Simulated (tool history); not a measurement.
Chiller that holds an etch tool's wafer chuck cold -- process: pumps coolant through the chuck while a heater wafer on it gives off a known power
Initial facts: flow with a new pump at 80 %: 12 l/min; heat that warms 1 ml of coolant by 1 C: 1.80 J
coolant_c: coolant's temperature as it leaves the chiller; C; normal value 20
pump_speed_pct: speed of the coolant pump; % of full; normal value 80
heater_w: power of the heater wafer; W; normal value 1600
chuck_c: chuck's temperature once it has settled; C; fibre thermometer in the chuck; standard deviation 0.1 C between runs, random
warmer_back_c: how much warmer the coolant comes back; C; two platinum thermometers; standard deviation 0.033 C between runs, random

run	hour	coolant_c	pump_speed_pct	heater_w	chuck_c	warmer_back_c
1	0	20	80	1600	40.2	4.72
2	27.8	20	77	1600	40.6	4.98
3	84.1	14	80	1600	34.2	4.79
4	144.5	14	80	1600	34.5	4.78
5	174.6	20	80	1909	44.3	5.7
6	207.6	20	80	1600	40.4	4.79
7	240.8	20	80	1766	42.7	5.25
8	273.4	20	80	1766	42.7	5.28
9	335.4	20	65	1766	45.6	6.61
10	372.8	20	65	1766	45.5	6.64
11	416.4	20	65	1766	45.6	6.61
12	444.2	20	65	1766	45.6	6.63
13	493.5	20	65	1766	45.9	6.63
14	527.5	20	62	1600	43.7	6.32
15	560.6	20	62	1600	43.9	6.41
16	612.6	20	80	1600	40.7	4.82
17	675.3	20	95	1600	38.9	4
18	710.2	15	77	2304	46	7.28
19	738.7	20	96	1600	38.9	3.94
20	780.5	20	96	1600	39	3.99
# hour 796.1: chiller's thermometer calibrated
21	845	12	84	843	23	2.44
22	899	12	84	843	23	2.45
23	963.5	11	69	843	23.4	3.05
24	1026.4	13	72	1032	28	3.52
25	1054.6	13	72	1032	27.9	3.53
26	1094.5	11	67	847	23.8	3.05
27	1149.4	25	71	1600	48.2	5.53
28	1200.1	20	71	1781	46	6.19
29	1264.8	19	71	1781	45.1	6.22
30	1327	14	100	837	24.2	2.03
31	1372	11	94	1600	31.3	4.14

What if the next run were any one of these 5? Each begins from the tool's condition after run 31:
A	1412.8	11	90	820	?	?
B	1412.8	13	89	1556	?	?
C	1412.8	11	81	2268	?	?
D	1412.8	20	61	1752	?	?
E	1412.8	17	95	920	?	?

run	chuck_c	warmer_back_c
A	21.6	2.19
B	33.2	4.27
C	42	6.88
D	48.1	7.2
E	28.6	2.32
With the hidden condition removed and each run's random variation left untouched, the same runs would have given:
run	chuck_c	warmer_back_c
A	19.6	1.98
B	29.2	3.86
C	35.9	6.22
D	42.7	6.5
E	26.4	2.1

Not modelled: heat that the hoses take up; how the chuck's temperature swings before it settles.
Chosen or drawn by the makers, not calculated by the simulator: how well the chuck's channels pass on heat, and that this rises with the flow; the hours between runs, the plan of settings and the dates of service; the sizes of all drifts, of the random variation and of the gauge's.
